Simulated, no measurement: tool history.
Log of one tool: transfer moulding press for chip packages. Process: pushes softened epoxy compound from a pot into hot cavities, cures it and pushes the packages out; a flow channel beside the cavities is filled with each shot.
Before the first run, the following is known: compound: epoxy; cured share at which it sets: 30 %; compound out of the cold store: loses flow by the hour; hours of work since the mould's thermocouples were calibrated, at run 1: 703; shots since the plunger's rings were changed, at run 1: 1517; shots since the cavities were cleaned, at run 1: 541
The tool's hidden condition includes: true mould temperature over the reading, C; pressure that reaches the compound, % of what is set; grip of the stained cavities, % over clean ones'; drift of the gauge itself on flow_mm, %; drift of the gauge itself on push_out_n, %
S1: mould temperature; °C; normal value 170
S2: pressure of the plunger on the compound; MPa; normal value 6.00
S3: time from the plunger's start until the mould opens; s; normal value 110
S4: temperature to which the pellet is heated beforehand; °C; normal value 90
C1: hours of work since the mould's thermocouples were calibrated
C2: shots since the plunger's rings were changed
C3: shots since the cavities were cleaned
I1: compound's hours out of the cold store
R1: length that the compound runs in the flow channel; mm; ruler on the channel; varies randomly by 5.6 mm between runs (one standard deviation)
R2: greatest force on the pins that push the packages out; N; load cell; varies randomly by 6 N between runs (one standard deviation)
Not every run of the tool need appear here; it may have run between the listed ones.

run	day	S1	S2	S3	S4	C1	C2	C3	I1	R1	R2
1	0.000	170	6.00	110	90	703	1517	541	14.5	739	328
2	0.796	170	5.79	110	90	716	1707	731	46.7	680	354
3	1.792	170	5.79	110	90	731	1944	968	9.8	739	411
# day 1.979: cavities cleaned with cleaning compound and waxed
4	2.683	170	6.00	90	90	744	2141	167	36.8	701	353
5	4.046	170	6.00	110	90	765	2466	492	20.2	733	343
6	4.700	170	6.00	110	90	776	2622	648	11.9	738	363
7	5.267	170	6.00	110	90	784	2757	783	38.8	702	379
# day 6.138: cavities cleaned with cleaning compound and waxed
8	6.692	170	7.35	110	90	806	3082	132	47.0	758	247
9	7.396	170	6.00	110	90	817	3250	300	9.8	738	296
10	8.454	170	6.00	132	90	833	3501	551	45.1	681	306
11	9.204	170	6.00	132	90	845	3680	730	24.3	713	336
12	10.204	170	6.00	132	90	860	3919	969	36.2	695	354
# day 10.379: cavities cleaned with cleaning compound and waxed
# day 11.275: mould's thermocouples calibrated
13	11.567	170	6.00	132	90	5	4209	263	14.8	721	272
14	12.242	170	6.00	98	90	15	4369	423	41.6	683	421
15	13.017	170	6.00	92	90	27	4553	607	29.2	706	554
16	14.158	170	6.00	92	90	45	4826	880	26.7	708	595
# day 14.662: cavities cleaned with cleaning compound and waxed
17	15.033	171	6.00	110	87	58	5020	89	17.4	717	252
18	15.704	171	6.00	110	87	68	5179	248	20.3	710	291
19	16.596	170	4.59	110	84	82	5392	461	28.7	602	339
# day 17.258: plunger's sealing rings changed
20	17.588	170	4.59	110	84	96	79	672	13.4	668	391
21	18.775	170	6.00	145	98	114	362	955	25.6	738	347
# day 18.983: cavities cleaned with cleaning compound and waxed
22	19.500	170	6.00	145	98	125	520	123	9.9	767	229
23	20.462	170	6.46	110	90	140	749	352	31.6	759	329
24	21.438	166	5.20	110	90	155	981	584	26.0	704	482
25	22.596	166	6.55	127	90	173	1257	860	25.9	792	412
# day 23.192: cavities cleaned with cleaning compound and waxed
26	23.808	170	6.00	136	91	191	1531	147	10.8	752	227
27	25.171	170	6.00	136	91	212	1856	472	23.4	735	315
28	26.242	175	4.97	110	90	229	2110	726	43.5	602	348

Below, some changes in R1 between adjacent runs. For each, the amount present without the hidden state too (settings, incoming material, random variation) and the amount remaining for the hidden state with gauge scatter not shared by both compared results:
Run 7 -> 8: S2 6.00 -> 7.35, cavities cleaned with cleaning compound and waxed. R1 +56 mm: hidden state -6, all else +62.
Run 18 -> 19: S1 171 -> 170, S2 6.00 -> 4.59, S4 87 -> 84. R1 -108 mm: hidden state +4, all else -112.
Run 19 -> 20: plunger's sealing rings changed. R1 +66 mm: hidden state +38, all else +28.
Run 27 -> 28: S1 170 -> 175, S2 6.00 -> 4.97, S3 136 -> 110, S4 91 -> 90. R1 -133 mm: hidden state +1, all else -134.
